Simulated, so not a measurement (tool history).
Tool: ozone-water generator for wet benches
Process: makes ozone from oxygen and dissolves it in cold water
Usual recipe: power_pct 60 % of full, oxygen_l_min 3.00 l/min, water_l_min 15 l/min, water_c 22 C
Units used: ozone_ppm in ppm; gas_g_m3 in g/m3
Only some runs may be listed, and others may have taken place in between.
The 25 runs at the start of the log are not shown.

run	day	power_pct	oxygen_l_min	water_l_min	water_c	hours of work since the electrodes were changed	hours of work since the contactor was cleaned	hours of work since the thermometer was calibrated	ozone_ppm	gas_g_m3
26	48.767	49	2.87	11	18	1493	411	115	15.5	122.5
27	50.462	49	2.67	18	18	1520	438	141	10.7	125.9
28	51.558	95	3.03	21	16	1537	455	159	16.2	195.7
29	53.746	95	3.03	21	16	1571	490	193	16.0	197.7
30	55.871	95	3.03	21	16	1605	523	227	16.2	194.7
31	57.979	95	1.81	18	25	1638	556	260	14.0	234.3
32	60.029	95	1.81	18	25	1670	589	292	14.0	230.6
33	61.421	60	4.53	13	28	1692	610	314	14.8	120.4

Below are 4 alternative next runs, each starting from the tool's condition after run 33. Predict each:
A	62.483	53	3.85	21	22	1709	627	331	?	?
B	62.483	60	2.67	15	22	1709	627	331	?	?
C	62.483	76	3.98	15	22	1709	627	331	?	?
D	62.483	84	1.71	15	22	1709	627	331	?	?

run	ozone_ppm	gas_g_m3
A	10.7	117.9
B	13.6	146.8
C	17.5	152.3
D	15.2	217.6
With the hidden condition removed and each run's random variation left untouched, the same runs would have given:
run	ozone_ppm	gas_g_m3
A	11.0	120.4
B	13.9	150.2
C	18.0	156.5
D	15.7	224.0
